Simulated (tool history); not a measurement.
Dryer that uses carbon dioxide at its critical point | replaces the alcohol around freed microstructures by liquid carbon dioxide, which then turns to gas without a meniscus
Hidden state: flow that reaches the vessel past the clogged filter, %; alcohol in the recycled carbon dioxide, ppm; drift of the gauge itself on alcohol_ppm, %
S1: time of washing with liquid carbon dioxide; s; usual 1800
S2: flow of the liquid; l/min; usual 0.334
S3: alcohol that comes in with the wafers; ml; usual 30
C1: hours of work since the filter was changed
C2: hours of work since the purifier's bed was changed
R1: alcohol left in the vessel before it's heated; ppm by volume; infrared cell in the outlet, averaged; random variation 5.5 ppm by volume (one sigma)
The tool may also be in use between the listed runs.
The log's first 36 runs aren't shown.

{"run": 37, "hour": 228.5, "S1": 1620, "S2": 0.309, "S3": 98, "C1": 483, "C2": 240, "R1": 1375}
{"run": 38, "hour": 236.3, "S1": 1620, "S2": 0.309, "S3": 98, "C1": 488, "C2": 245, "R1": 1364}
{"run": 39, "hour": 241.1, "S1": 1560, "S2": 0.201, "S3": 48, "C1": 491, "C2": 248, "R1": 2485}
{"run": 40, "hour": 247.7, "S1": 1560, "S2": 0.201, "S3": 48, "C1": 495, "C2": 252, "R1": 2520}
{"run": 41, "hour": 255.5, "S1": 1620, "S2": 0.334, "S3": 30, "C1": 500, "C2": 257, "R1": 350}
{"run": 42, "hour": 260.7, "S1": 2340, "S2": 0.334, "S3": 30, "C1": 503, "C2": 260, "R1": 91}
{"hour": 264.0, "done": "inlet filter changed"}
{"run": 43, "hour": 269.5, "S1": 2340, "S2": 0.334, "S3": 30, "C1": 3, "C2": 265, "R1": 84}
{"run": 44, "hour": 274.7, "S1": 1440, "S2": 0.243, "S3": 20, "C1": 7, "C2": 268, "R1": 723}
{"run": 45, "hour": 281.8, "S1": 2460, "S2": 0.253, "S3": 60, "C1": 11, "C2": 272, "R1": 298}
{"run": 46, "hour": 287.7, "S1": 1500, "S2": 0.345, "S3": 60, "C1": 15, "C2": 276, "R1": 621}
{"run": 47, "hour": 293.6, "S1": 1800, "S2": 0.261, "S3": 30, "C1": 18, "C2": 279, "R1": 460}

Forecast each of these 4 alternatives for the next run:
{"run": "A", "hour": 302.1, "S1": 1800, "S2": 0.261, "S3": 107, "C1": 23, "C2": 284, "R1": "?"}
{"run": "B", "hour": 302.1, "S1": 1800, "S2": 0.32, "S3": 32, "C1": 23, "C2": 284, "R1": "?"}
{"run": "C", "hour": 302.1, "S1": 1800, "S2": 0.492, "S3": 32, "C1": 23, "C2": 284, "R1": "?"}
{"run": "D", "hour": 302.1, "S1": 1800, "S2": 0.4, "S3": 30, "C1": 23, "C2": 284, "R1": "?"}

run=A R1=1575
run=B R1=236
run=C R1=53
run=D R1=102
Without the tool's hidden state the same runs would have given:
run=A R1=1519
run=B R1=202
run=C R1=22
run=D R1=71
